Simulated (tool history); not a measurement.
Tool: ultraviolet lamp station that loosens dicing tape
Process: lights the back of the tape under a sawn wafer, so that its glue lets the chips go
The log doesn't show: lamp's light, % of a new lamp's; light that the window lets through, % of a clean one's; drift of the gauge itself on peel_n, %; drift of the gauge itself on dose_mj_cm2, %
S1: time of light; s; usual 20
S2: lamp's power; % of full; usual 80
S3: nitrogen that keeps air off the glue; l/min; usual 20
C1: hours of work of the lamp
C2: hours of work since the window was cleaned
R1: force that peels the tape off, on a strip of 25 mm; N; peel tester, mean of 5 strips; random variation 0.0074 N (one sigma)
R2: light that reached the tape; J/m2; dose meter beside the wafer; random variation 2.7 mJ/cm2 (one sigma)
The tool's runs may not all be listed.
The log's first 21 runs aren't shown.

| run | hour | S1 | S2 | S3 | C1 | C2 | R1 | R2 |
|---|---|---|---|---|---|---|---|---|
| 22 | 423.3 | 15 | 96 | 8 | 1066 | 93 | 0.797 | 3170 |
| 23 | 440.5 | 15 | 96 | 8 | 1078 | 106 | 0.789 | 3130 |
| 24 | 468.0 | 17 | 65 | 20 | 1099 | 126 | 0.780 | 2460 |
| 25 | 489.0 | 17 | 65 | 20 | 1114 | 141 | 0.769 | 2410 |
| 26 | 508.6 | 21 | 65 | 12 | 1128 | 156 | 0.678 | 2990 |
| 27 | 528.3 | 37 | 80 | 24 | 1143 | 170 | 0.074 | 6520 |
| 28 | 548.7 | 22 | 80 | 24 | 1158 | 185 | 0.178 | 3860 |
| 29 | 562.3 | 32 | 71 | 10 | 1168 | 195 | 0.188 | 4990 |
| 30 | 574.2 | 36 | 90 | 10 | 1177 | 204 | 0.073 | 7200 |
| 31 | 590.3 | 36 | 90 | 10 | 1189 | 216 | 0.080 | 7120 |
| 32 | 609.4 | 17 | 93 | 9 | 1203 | 230 | 0.579 | 3440 |
| 33 | 626.7 | 17 | 93 | 9 | 1215 | 243 | 0.592 | 3470 |
| 34 | 643.1 | 33 | 98 | 6 | 1227 | 255 | 0.118 | 7070 |
| 35 | 667.2 | 10 | 79 | 6 | 1245 | 272 | 2.804 | 1720 |
| 36 | 679.3 | 10 | 79 | 6 | 1254 | 281 | 2.794 | 1720 |
| 37 | 703.7 | 10 | 79 | 6 | 1272 | 299 | 2.743 | 1760 |
| 38 | 730.5 | 20 | 97 | 26 | 1292 | 319 | 0.134 | 4250 |
| 39 | 747.7 | 11 | 99 | 7 | 1304 | 332 | 1.666 | 2370 |
| 40 | 766.4 | 11 | 99 | 7 | 1318 | 345 | 1.584 | 2390 |
| 41 | 790.7 | 11 | 63 | 9 | 1336 | 363 | 2.762 | 1520 |
| 42 | 809.2 | 11 | 63 | 9 | 1349 | 377 | 2.803 | 1550 |

3 ways to go on from here, each from the tool as it stands after run 42. What would each give?
| A | 821.9 | 23 | 69 | 26 | 1359 | 386 | ? | ? |
| B | 821.9 | 20 | 80 | 26 | 1359 | 386 | ? | ? |
| C | 821.9 | 35 | 80 | 20 | 1359 | 386 | ? | ? |

| run | R1 | R2 |
|---|---|---|
| A | 0.230 | 3470 |
| B | 0.227 | 3520 |
| C | 0.080 | 6180 |
Without the tool's hidden state the same runs would have given:
| run | R1 | R2 |
|---|---|---|
| A | 0.228 | 3480 |
| B | 0.225 | 3530 |
| C | 0.079 | 6200 |
